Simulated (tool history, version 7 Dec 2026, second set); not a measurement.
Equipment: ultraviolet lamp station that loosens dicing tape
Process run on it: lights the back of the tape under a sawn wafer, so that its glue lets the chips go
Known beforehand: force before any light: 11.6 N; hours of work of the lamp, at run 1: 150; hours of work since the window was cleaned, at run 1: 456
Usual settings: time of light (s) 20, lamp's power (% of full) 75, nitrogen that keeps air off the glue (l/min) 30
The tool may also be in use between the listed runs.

run	hour	time of light (s)	lamp's power (% of full)	nitrogen that keeps air off the glue (l/min)	hours of work of the lamp	hours of work since the window was cleaned	force that peels the tape off (N)	light that reached the tape (mJ/cm2)
1	0.0	20	75	30	150	456	0.335	558
2	11.6	20	75	30	155	461	0.355	553
3	19.4	20	75	30	159	465	0.341	558
4	29.6	20	75	30	164	470	0.323	564
5	41.3	20	75	30	169	475	0.323	554
6	49.3	20	75	30	173	479	0.330	553
7	56.8	20	75	30	177	482	0.335	553
8	66.7	20	75	30	181	487	0.335	564
9	75.7	20	99	30	185	491	0.153	741
10	87.5	20	75	30	191	497	0.332	556
11	97.8	20	93	30	196	501	0.189	692
12	105.6	20	75	30	199	505	0.331	560
13	112.1	20	75	30	202	508	0.342	556
14	117.9	20	75	30	205	511	0.320	561
15	128.4	20	75	30	210	516	0.327	563
16	133.7	20	87	30	213	518	0.218	648
17	143.6	20	87	30	217	523	0.225	640
18	152.1	20	87	30	221	527	0.223	653
19	162.7	20	75	30	226	532	0.328	560
20	173.1	20	75	30	231	537	0.328	555
21	181.8	20	75	30	235	541	0.331	554
22	193.7	20	75	30	241	546	0.340	557
23	206.6	15	60	13	247	552	2.353	334
24	213.9	20	99	10	250	556	0.541	736
25	222.5	20	99	10	254	560	0.550	737
26	231.5	20	75	39	258	564	0.260	557
27	237.4	19	91	15	261	567	0.489	643
28	246.5	15	61	30	265	571	1.160	342
29	258.3	15	61	33	271	577	1.043	345
30	270.3	15	61	33	277	582	1.074	341
31	280.9	15	61	35	282	587	1.030	338
32	288.9	15	61	34	285	591	1.055	340
33	297.3	15	61	34	289	595	1.033	348
34	302.7	15	61	34	292	597	1.032	344
35	308.7	15	61	34	295	600	1.068	342
36	314.8	12	96	33	297	603	0.633	434
37	321.9	12	96	33	301	606	0.643	423
38	329.8	12	96	33	304	610	0.602	429

Below are 5 alternative next runs, each starting from the tool's condition after run 38. Predict each:
A	342.6	12	78	20	310	616	?	?
B	342.6	13	81	33	310	616	?	?
C	342.6	34	96	9	310	616	?	?
D	342.6	18	67	11	310	616	?	?
E	342.6	20	96	33	310	616	?	?

run	force that peels the tape off (N)	light that reached the tape (mJ/cm2)
A	1.592	351
B	0.791	391
C	0.164	1222
D	1.582	451
E	0.158	707
Without the tool's hidden state the same runs would have given:
run	force that peels the tape off (N)	light that reached the tape (mJ/cm2)
A	1.586	351
B	0.787	392
C	0.163	1224
D	1.576	452
E	0.157	708
